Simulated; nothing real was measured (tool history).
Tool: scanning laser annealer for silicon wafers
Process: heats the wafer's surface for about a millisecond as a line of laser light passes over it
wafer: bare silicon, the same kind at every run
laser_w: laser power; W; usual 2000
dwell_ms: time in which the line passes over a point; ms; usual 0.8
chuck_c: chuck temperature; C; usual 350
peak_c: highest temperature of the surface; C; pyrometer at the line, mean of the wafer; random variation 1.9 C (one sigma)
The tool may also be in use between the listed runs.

run	hour	laser_w	dwell_ms	chuck_c	peak_c
1	0	2000	0.8	350	1132
2	8.2	2000	0.8	350	1127
3	18.2	2000	0.8	385	1169
4	23.9	2000	0.8	385	1168
5	34.1	2000	0.8	350	1136
6	42.7	2000	0.8	350	1134
7	53.4	2000	0.8	350	1132
8	63.4	1974	0.8	350	1120
9	74.4	1974	0.8	350	1119
10	84.7	1974	0.8	350	1121
11	93.2	2020	0.8	350	1142
12	99.5	2020	0.8	350	1141
13	108.2	2020	0.8	350	1145
14	116.7	1707	0.8	340	973
15	127.7	1707	0.8	340	973
16	132.6	2156	0.68	340	1137
17	141	2156	0.68	340	1139
18	148.5	2133	0.821	317	1180
19	156.4	2000	0.726	363	1110
20	163.4	1925	0.8	350	1095
21	172.6	1776	0.71	365	993
22	179	1776	0.71	365	998

5 ways to go on from here, each from the tool as it stands after run 22. What would each give?
A	187.5	1776	0.71	361	?
B	187.5	2122	0.668	333	?
C	187.5	2000	0.777	323	?
D	187.5	2038	0.672	355	?
E	187.5	1776	0.71	368	?

run	peak_c
A	991
B	1109
C	1094
D	1092
E	999
Without the tool's hidden state the same runs would have given:
run	peak_c
A	992
B	1109
C	1094
D	1092
E	1000
